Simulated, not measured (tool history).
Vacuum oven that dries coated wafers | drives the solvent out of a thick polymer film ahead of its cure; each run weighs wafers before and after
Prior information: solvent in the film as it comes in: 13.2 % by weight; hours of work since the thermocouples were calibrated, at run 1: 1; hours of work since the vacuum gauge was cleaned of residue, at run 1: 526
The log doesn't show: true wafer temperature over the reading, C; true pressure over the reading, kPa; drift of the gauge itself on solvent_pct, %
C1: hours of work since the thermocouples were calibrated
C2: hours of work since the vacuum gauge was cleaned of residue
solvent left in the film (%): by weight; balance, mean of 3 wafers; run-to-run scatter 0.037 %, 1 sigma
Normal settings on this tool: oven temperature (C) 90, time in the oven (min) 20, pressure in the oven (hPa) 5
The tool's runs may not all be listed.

run 1 hour=0 | oven_temperature_(C)=90 time_in_the_oven_(min)=20 pressure_in_the_oven_(hPa)=5 | C1=1 C2=526 | solvent_left_in_the_film_(%)=1.15
run 2 hour=11.1 | oven_temperature_(C)=90 time_in_the_oven_(min)=20 pressure_in_the_oven_(hPa)=5 | C1=9 C2=534 | solvent_left_in_the_film_(%)=1.13
run 3 hour=23.1 | oven_temperature_(C)=91 time_in_the_oven_(min)=20 pressure_in_the_oven_(hPa)=5 | C1=17 C2=542 | solvent_left_in_the_film_(%)=1.01
run 4 hour=38.7 | oven_temperature_(C)=91 time_in_the_oven_(min)=18 pressure_in_the_oven_(hPa)=5 | C1=27 C2=553 | solvent_left_in_the_film_(%)=1.18
run 5 hour=53 | oven_temperature_(C)=91 time_in_the_oven_(min)=18 pressure_in_the_oven_(hPa)=5 | C1=37 C2=562 | solvent_left_in_the_film_(%)=1.26
run 6 hour=62.8 | oven_temperature_(C)=91 time_in_the_oven_(min)=18 pressure_in_the_oven_(hPa)=5 | C1=44 C2=569 | solvent_left_in_the_film_(%)=1.2
run 7 hour=79.3 | oven_temperature_(C)=91 time_in_the_oven_(min)=18 pressure_in_the_oven_(hPa)=5 | C1=55 C2=580 | solvent_left_in_the_film_(%)=1.21
run 8 hour=99.6 | oven_temperature_(C)=91 time_in_the_oven_(min)=18 pressure_in_the_oven_(hPa)=5 | C1=69 C2=594 | solvent_left_in_the_film_(%)=1.23
run 9 hour=112.3 | oven_temperature_(C)=91 time_in_the_oven_(min)=18 pressure_in_the_oven_(hPa)=5 | C1=78 C2=603 | solvent_left_in_the_film_(%)=1.19
run 10 hour=126.7 | oven_temperature_(C)=91 time_in_the_oven_(min)=18 pressure_in_the_oven_(hPa)=5 | C1=88 C2=613 | solvent_left_in_the_film_(%)=1.23
run 11 hour=140.8 | oven_temperature_(C)=93 time_in_the_oven_(min)=17 pressure_in_the_oven_(hPa)=2.65 | C1=97 C2=622 | solvent_left_in_the_film_(%)=0.84
run 12 hour=157.6 | oven_temperature_(C)=97 time_in_the_oven_(min)=13 pressure_in_the_oven_(hPa)=2.65 | C1=109 C2=634 | solvent_left_in_the_film_(%)=0.84
run 13 hour=166.5 | oven_temperature_(C)=102 time_in_the_oven_(min)=31 pressure_in_the_oven_(hPa)=3.02 | C1=115 C2=640 | solvent_left_in_the_film_(%)=0.23
run 14 hour=180.4 | oven_temperature_(C)=102 time_in_the_oven_(min)=31 pressure_in_the_oven_(hPa)=3.02 | C1=124 C2=649 | solvent_left_in_the_film_(%)=0.21
run 15 hour=197.4 | oven_temperature_(C)=78 time_in_the_oven_(min)=16 pressure_in_the_oven_(hPa)=5 | C1=136 C2=661 | solvent_left_in_the_film_(%)=4.36
run 16 hour=216.7 | oven_temperature_(C)=84 time_in_the_oven_(min)=32 pressure_in_the_oven_(hPa)=6.39 | C1=149 C2=674 | solvent_left_in_the_film_(%)=1.24
run 17 hour=231.7 | oven_temperature_(C)=86 time_in_the_oven_(min)=15 pressure_in_the_oven_(hPa)=3.91 | C1=159 C2=684 | solvent_left_in_the_film_(%)=2.5

Here are 4 independent what-if runs from the current tool condition. What would each one return?
run A hour=244.6 | oven_temperature_(C)=82 time_in_the_oven_(min)=25 pressure_in_the_oven_(hPa)=19.03 | C1=168 C2=693 | solvent_left_in_the_film_(%)=?
run B hour=244.6 | oven_temperature_(C)=94 time_in_the_oven_(min)=36 pressure_in_the_oven_(hPa)=3.91 | C1=168 C2=693 | solvent_left_in_the_film_(%)=?
run C hour=244.6 | oven_temperature_(C)=77 time_in_the_oven_(min)=15 pressure_in_the_oven_(hPa)=3.91 | C1=168 C2=693 | solvent_left_in_the_film_(%)=?
run D hour=244.6 | oven_temperature_(C)=82 time_in_the_oven_(min)=15 pressure_in_the_oven_(hPa)=3.91 | C1=168 C2=693 | solvent_left_in_the_film_(%)=?

run=A solvent_left_in_the_film_(%)=3.66
run=B solvent_left_in_the_film_(%)=0.37
run=C solvent_left_in_the_film_(%)=4.76
run=D solvent_left_in_the_film_(%)=3.47
Without the tool's unlogged condition, the same runs would have read:
run=A solvent_left_in_the_film_(%)=3.64
run=B solvent_left_in_the_film_(%)=0.36
run=C solvent_left_in_the_film_(%)=4.74
run=D solvent_left_in_the_film_(%)=3.45
